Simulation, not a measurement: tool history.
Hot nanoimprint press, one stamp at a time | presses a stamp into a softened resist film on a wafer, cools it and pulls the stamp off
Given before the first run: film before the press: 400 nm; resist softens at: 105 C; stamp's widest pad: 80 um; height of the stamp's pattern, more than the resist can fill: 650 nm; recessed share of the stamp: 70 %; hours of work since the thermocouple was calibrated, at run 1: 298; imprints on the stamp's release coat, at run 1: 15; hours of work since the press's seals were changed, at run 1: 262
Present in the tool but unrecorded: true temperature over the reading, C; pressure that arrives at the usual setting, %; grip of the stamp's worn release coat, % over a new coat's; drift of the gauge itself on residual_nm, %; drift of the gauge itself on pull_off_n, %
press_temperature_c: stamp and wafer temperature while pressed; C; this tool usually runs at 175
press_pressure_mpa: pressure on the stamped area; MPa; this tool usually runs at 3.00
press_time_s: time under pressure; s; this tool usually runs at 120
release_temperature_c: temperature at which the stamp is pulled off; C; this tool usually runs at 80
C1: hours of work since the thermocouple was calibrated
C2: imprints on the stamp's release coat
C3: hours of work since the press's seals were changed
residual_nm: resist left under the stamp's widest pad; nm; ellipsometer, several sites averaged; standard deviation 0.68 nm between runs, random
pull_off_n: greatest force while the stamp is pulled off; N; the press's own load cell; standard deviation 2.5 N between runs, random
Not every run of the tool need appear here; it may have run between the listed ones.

{"run": 1, "hour": 0.0, "press_temperature_c": 175, "press_pressure_mpa": 3.0, "press_time_s": 120, "release_temperature_c": 80, "C1": 298, "C2": 15, "C3": 262, "residual_nm": 215.4, "pull_off_n": 119}
{"run": 2, "hour": 63.6, "press_temperature_c": 175, "press_pressure_mpa": 4.12, "press_time_s": 120, "release_temperature_c": 80, "C1": 344, "C2": 228, "C3": 307, "residual_nm": 181.7, "pull_off_n": 122}
{"run": 3, "hour": 118.9, "press_temperature_c": 175, "press_pressure_mpa": 3.0, "press_time_s": 120, "release_temperature_c": 76, "C1": 384, "C2": 414, "C3": 347, "residual_nm": 214.7, "pull_off_n": 130}
{"hour": 138.8, "done": "plate thermocouple calibrated"}
{"run": 4, "hour": 185.3, "press_temperature_c": 175, "press_pressure_mpa": 3.0, "press_time_s": 120, "release_temperature_c": 76, "C1": 33, "C2": 627, "C3": 392, "residual_nm": 210.1, "pull_off_n": 131}
{"hour": 215.1, "done": "stamp cleaned and given a new release coat"}
{"run": 5, "hour": 235.4, "press_temperature_c": 175, "press_pressure_mpa": 3.0, "press_time_s": 120, "release_temperature_c": 76, "C1": 65, "C2": 69, "C3": 424, "residual_nm": 210.4, "pull_off_n": 124}
{"run": 6, "hour": 304.4, "press_temperature_c": 175, "press_pressure_mpa": 3.0, "press_time_s": 72, "release_temperature_c": 80, "C1": 114, "C2": 300, "C3": 473, "residual_nm": 244.5, "pull_off_n": 118}
{"run": 7, "hour": 343.5, "press_temperature_c": 175, "press_pressure_mpa": 3.0, "press_time_s": 72, "release_temperature_c": 80, "C1": 142, "C2": 432, "C3": 501, "residual_nm": 242.5, "pull_off_n": 124}
{"run": 8, "hour": 393.8, "press_temperature_c": 175, "press_pressure_mpa": 3.0, "press_time_s": 62, "release_temperature_c": 80, "C1": 178, "C2": 600, "C3": 537, "residual_nm": 254.2, "pull_off_n": 128}
{"hour": 407.1, "done": "plate thermocouple calibrated, once more"}
{"hour": 434.3, "done": "stamp cleaned and given a new release coat"}
{"run": 9, "hour": 460.4, "press_temperature_c": 175, "press_pressure_mpa": 3.0, "press_time_s": 207, "release_temperature_c": 80, "C1": 34, "C2": 88, "C3": 579, "residual_nm": 187.3, "pull_off_n": 116}
{"run": 10, "hour": 502.0, "press_temperature_c": 175, "press_pressure_mpa": 3.0, "press_time_s": 156, "release_temperature_c": 80, "C1": 64, "C2": 227, "C3": 608, "residual_nm": 204.0, "pull_off_n": 125}
{"run": 11, "hour": 575.1, "press_temperature_c": 175, "press_pressure_mpa": 3.0, "press_time_s": 120, "release_temperature_c": 80, "C1": 116, "C2": 473, "C3": 661, "residual_nm": 221.0, "pull_off_n": 133}
{"hour": 649.5, "done": "stamp cleaned and given a new release coat"}
{"run": 12, "hour": 659.8, "press_temperature_c": 175, "press_pressure_mpa": 3.0, "press_time_s": 120, "release_temperature_c": 66, "C1": 173, "C2": 34, "C3": 717, "residual_nm": 219.3, "pull_off_n": 137}
{"run": 13, "hour": 729.9, "press_temperature_c": 175, "press_pressure_mpa": 3.0, "press_time_s": 120, "release_temperature_c": 66, "C1": 223, "C2": 269, "C3": 767, "residual_nm": 219.0, "pull_off_n": 148}
{"run": 14, "hour": 782.4, "press_temperature_c": 175, "press_pressure_mpa": 3.0, "press_time_s": 120, "release_temperature_c": 66, "C1": 260, "C2": 446, "C3": 805, "residual_nm": 218.0, "pull_off_n": 148}
{"hour": 826.2, "done": "press's hydraulic seals changed and the load cell set to zero"}
{"run": 15, "hour": 833.8, "press_temperature_c": 175, "press_pressure_mpa": 3.0, "press_time_s": 119, "release_temperature_c": 75, "C1": 292, "C2": 591, "C3": 5, "residual_nm": 216.6, "pull_off_n": 144}
{"hour": 873.5, "done": "stamp cleaned and given a new release coat"}
{"run": 16, "hour": 891.8, "press_temperature_c": 175, "press_pressure_mpa": 3.0, "press_time_s": 201, "release_temperature_c": 80, "C1": 329, "C2": 61, "C3": 43, "residual_nm": 182.9, "pull_off_n": 115}
{"run": 17, "hour": 940.3, "press_temperature_c": 164, "press_pressure_mpa": 2.48, "press_time_s": 120, "release_temperature_c": 80, "C1": 364, "C2": 224, "C3": 77, "residual_nm": 323.9, "pull_off_n": 124}
{"hour": 992.5, "done": "plate thermocouple calibrated"}
{"run": 18, "hour": 1020.5, "press_temperature_c": 174, "press_pressure_mpa": 3.0, "press_time_s": 120, "release_temperature_c": 78, "C1": 20, "C2": 483, "C3": 133, "residual_nm": 229.0, "pull_off_n": 140}
{"run": 19, "hour": 1073.7, "press_temperature_c": 174, "press_pressure_mpa": 3.0, "press_time_s": 120, "release_temperature_c": 78, "C1": 58, "C2": 661, "C3": 171, "residual_nm": 229.2, "pull_off_n": 137}

Run 20 is up next; what results do you expect?
{"hour": 1089.3, "done": "stamp cleaned and given a new release coat"}
{"run": 20, "hour": 1136.1, "press_temperature_c": 174, "press_pressure_mpa": 3.0, "press_time_s": 120, "release_temperature_c": 78, "C1": 99, "C2": 158, "C3": 211, "residual_nm": "?", "pull_off_n": "?"}

{"run 20": {"residual_nm": 229.0, "pull_off_n": 123}}
Were there no unlogged condition in the tool, this run, its random variation unchanged, would have produced residual_nm 228.4 nm, pull_off_n 118 N.
